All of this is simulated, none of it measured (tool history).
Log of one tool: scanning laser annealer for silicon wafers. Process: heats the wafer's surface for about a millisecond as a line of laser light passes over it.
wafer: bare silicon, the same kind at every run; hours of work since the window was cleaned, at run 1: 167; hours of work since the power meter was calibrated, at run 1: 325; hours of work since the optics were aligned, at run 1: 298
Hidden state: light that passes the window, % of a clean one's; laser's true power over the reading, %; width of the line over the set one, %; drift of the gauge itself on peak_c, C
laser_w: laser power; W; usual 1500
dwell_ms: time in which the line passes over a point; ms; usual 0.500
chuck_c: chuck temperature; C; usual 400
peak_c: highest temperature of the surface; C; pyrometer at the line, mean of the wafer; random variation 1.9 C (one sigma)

run    day  laser_w  dwell_ms  chuck_c  hours of work since the window was cleaned  hours of work since the power meter was calibrated  hours of work since the optics were aligned  peak_c
  1  0.000     1500     0.500      400                                         167                                                 325                                          298    1110
  2  0.829     1500     0.500      400                                         181                                                 339                                          312    1109
  3  1.633     1500     0.500      400                                         195                                                 353                                          325    1108
  4  2.529     1500     0.500      400                                         210                                                 368                                          341    1104
  5  3.038     1500     0.500      435                                         219                                                 377                                          349    1139
  6  3.862     1500     0.536      435                                         233                                                 391                                          364    1165

Forecast run 7:
  7  4.525     1500     0.422      365                                         244                                                 402                                          375       ?

Run 7 gave peak_c 998 C.
Without the tool's hidden state the same run would have given peak_c 1033 C.
